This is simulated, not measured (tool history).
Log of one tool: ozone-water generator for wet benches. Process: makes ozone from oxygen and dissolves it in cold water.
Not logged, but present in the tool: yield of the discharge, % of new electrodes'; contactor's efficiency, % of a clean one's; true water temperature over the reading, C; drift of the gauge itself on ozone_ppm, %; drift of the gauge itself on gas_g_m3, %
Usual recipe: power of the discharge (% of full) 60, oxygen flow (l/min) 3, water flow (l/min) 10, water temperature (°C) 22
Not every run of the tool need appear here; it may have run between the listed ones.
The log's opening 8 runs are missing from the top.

run	hour	power of the discharge (% of full)	oxygen flow (l/min)	water flow (l/min)	water temperature (°C)	hours of work since the electrodes were changed	hours of work since the contactor was cleaned	hours of work since the thermometer was calibrated	dissolved ozone (ppm)	ozone in the gas ahead of the water (g/m3)
9	202.4	60	3	10	22	1425	1645	2461	12.4	129.3
10	216.3	60	3	10	22	1439	1659	2475	12.5	127
11	235.5	60	3	10	22	1458	1678	2494	12.6	127.9
12	253.8	60	3	10	22	1476	1696	2512	12.6	125.8
13	278.5	60	1.57	10	22	1501	1720	2537	13.4	195
14	305.5	60	1.57	10	22	1527	1747	2564	13.2	193.6
15	333.9	60	1.57	10	22	1556	1775	2592	13.4	196
16	363.2	60	1.57	10	15	1585	1804	2621	14.6	195.4
17	388.1	73	1.86	15	28	1609	1829	2645	10.4	207.3
18	419.1	40	3.78	11	21	1640	1859	2676	8	77.7
19	437.4	61	3.78	6	21	1658	1878	2694	16.5	110.7
20	468.6	43	3	10	22	1689	1909	2725	9.5	96.8

Forecast run 21:
21	493.3	60	3.11	6	22	1713	1933	2749	?	?

{"run 21": {"dissolved ozone (ppm)": 16.8, "ozone in the gas ahead of the water (g/m3)": 123}}
Take away the tool's hidden state, keep the run-to-run variation as it was, and the same run would have given dissolved ozone (ppm) 16.8, ozone in the gas ahead of the water (g/m3) 123.1.
